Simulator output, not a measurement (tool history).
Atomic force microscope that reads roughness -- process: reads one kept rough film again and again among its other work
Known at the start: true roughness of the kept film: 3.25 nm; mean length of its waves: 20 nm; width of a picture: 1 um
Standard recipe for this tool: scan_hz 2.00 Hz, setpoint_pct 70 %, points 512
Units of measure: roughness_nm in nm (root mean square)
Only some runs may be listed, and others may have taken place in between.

run 1 day=0.000 | scan_hz=2.00 setpoint_pct=70 points=512 | roughness_nm=2.339
run 2 day=0.521 | scan_hz=2.00 setpoint_pct=70 points=512 | roughness_nm=2.356
run 3 day=1.088 | scan_hz=2.00 setpoint_pct=70 points=496 | roughness_nm=2.338
run 4 day=1.750 | scan_hz=2.00 setpoint_pct=70 points=496 | roughness_nm=2.341
run 5 day=2.296 | scan_hz=2.00 setpoint_pct=70 points=496 | roughness_nm=2.367
run 6 day=2.696 | scan_hz=2.00 setpoint_pct=61 points=512 | roughness_nm=2.367
run 7 day=3.100 | scan_hz=2.00 setpoint_pct=82 points=512 | roughness_nm=2.280
run 8 day=3.475 | scan_hz=2.00 setpoint_pct=70 points=512 | roughness_nm=2.349
run 9 day=4.154 | scan_hz=2.00 setpoint_pct=70 points=407 | roughness_nm=2.313
run 10 day=4.875 | scan_hz=2.00 setpoint_pct=70 points=407 | roughness_nm=2.319
run 11 day=5.558 | scan_hz=2.00 setpoint_pct=79 points=512 | roughness_nm=2.297
run 12 day=6.021 | scan_hz=2.00 setpoint_pct=79 points=512 | roughness_nm=2.293
run 13 day=6.642 | scan_hz=2.00 setpoint_pct=79 points=512 | roughness_nm=2.292
run 14 day=7.354 | scan_hz=0.73 setpoint_pct=70 points=512 | roughness_nm=2.400
run 15 day=8.092 | scan_hz=0.73 setpoint_pct=70 points=512 | roughness_nm=2.386
run 16 day=8.504 | scan_hz=0.73 setpoint_pct=70 points=512 | roughness_nm=2.392
run 17 day=8.842 | scan_hz=0.73 setpoint_pct=70 points=512 | roughness_nm=2.411
run 18 day=9.338 | scan_hz=2.00 setpoint_pct=78 points=512 | roughness_nm=2.306
run 19 day=9.833 | scan_hz=2.00 setpoint_pct=78 points=818 | roughness_nm=2.321
run 20 day=10.517 | scan_hz=0.50 setpoint_pct=70 points=512 | roughness_nm=2.389
run 21 day=10.912 | scan_hz=0.53 setpoint_pct=70 points=538 | roughness_nm=2.421
run 22 day=11.604 | scan_hz=0.53 setpoint_pct=70 points=538 | roughness_nm=2.413
run 23 day=12.096 | scan_hz=0.53 setpoint_pct=70 points=538 | roughness_nm=2.419
run 24 day=12.408 | scan_hz=2.99 setpoint_pct=86 points=512 | roughness_nm=2.162
run 25 day=12.796 | scan_hz=1.32 setpoint_pct=70 points=766 | roughness_nm=2.391
run 26 day=13.492 | scan_hz=1.32 setpoint_pct=70 points=766 | roughness_nm=2.387
run 27 day=14.158 | scan_hz=1.32 setpoint_pct=70 points=766 | roughness_nm=2.394
run 28 day=14.621 | scan_hz=0.60 setpoint_pct=70 points=865 | roughness_nm=2.419
run 29 day=15.254 | scan_hz=0.66 setpoint_pct=67 points=673 | roughness_nm=2.410
run 30 day=15.925 | scan_hz=2.17 setpoint_pct=65 points=364 | roughness_nm=2.352
run 31 day=16.408 | scan_hz=1.69 setpoint_pct=86 points=835 | roughness_nm=2.288
run 32 day=17.142 | scan_hz=1.69 setpoint_pct=86 points=835 | roughness_nm=2.281
run 33 day=17.742 | scan_hz=2.19 setpoint_pct=58 points=333 | roughness_nm=2.346
run 34 day=18.050 | scan_hz=0.51 setpoint_pct=89 points=384 | roughness_nm=2.374
run 35 day=18.692 | scan_hz=2.64 setpoint_pct=88 points=260 | roughness_nm=2.094
run 36 day=19.138 | scan_hz=2.64 setpoint_pct=62 points=260 | roughness_nm=2.292
run 37 day=19.862 | scan_hz=2.64 setpoint_pct=62 points=260 | roughness_nm=2.295

Withheld: 1 entry from between the runs. Position of each, and hidden state at the listed run before versus the listed run after:
In the gap between runs 19 and 20: new tip fitted (day 10.408)
  radius of the tip, nm: 10.1 -> 10
